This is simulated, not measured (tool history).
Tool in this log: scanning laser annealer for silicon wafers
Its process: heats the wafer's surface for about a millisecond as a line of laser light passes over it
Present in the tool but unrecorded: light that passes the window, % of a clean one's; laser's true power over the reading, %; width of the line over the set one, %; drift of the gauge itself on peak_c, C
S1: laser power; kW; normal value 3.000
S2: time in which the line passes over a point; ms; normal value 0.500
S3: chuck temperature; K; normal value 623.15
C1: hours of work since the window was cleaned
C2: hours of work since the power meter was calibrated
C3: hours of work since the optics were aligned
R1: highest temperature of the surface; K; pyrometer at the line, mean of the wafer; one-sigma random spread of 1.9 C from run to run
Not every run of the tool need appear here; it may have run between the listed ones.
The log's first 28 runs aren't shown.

run   hour     S1     S2      S3   C1   C2   C3       R1
 29  432.8  2.685  0.500  623.15  589  614   68  1329.15
 30  453.0  2.722  0.481  629.15  602  627   82  1329.15
 31  471.3  2.722  0.481  629.15  614  639   94  1329.15
 32  485.4  2.722  0.481  629.15  624  649  104  1329.15
 33  500.1  2.722  0.481  629.15  634  659  113  1328.15
 34  515.6  2.570  0.529  585.15  644  669  124  1281.15
     534.7  -- window over the wafer cleaned
 35  535.8  2.877  0.479  623.15    1  681  136  1385.15
 36  545.4  3.000  0.458  626.15    7  688  142  1400.15

5 ways to go on from here, each from the tool as it stands after run 36. What would each give?
  A  561.3  3.157  0.353  609.15  18  698  153   ?
  B  561.3  2.934  0.601  592.15  18  698  153   ?
  C  561.3  2.841  0.380  624.15  18  698  153   ?
  D  561.3  3.199  0.584  636.15  18  698  153   ?
  E  561.3  2.823  0.423  606.15  18  698  153   ?

run       R1
  A  1305.15
  B  1478.15
  C  1278.15
  D  1587.15
  E  1298.15
With no hidden state in the tool, these same runs would have given:
run       R1
  A  1312.15
  B  1487.15
  C  1285.15
  D  1597.15
  E  1305.15
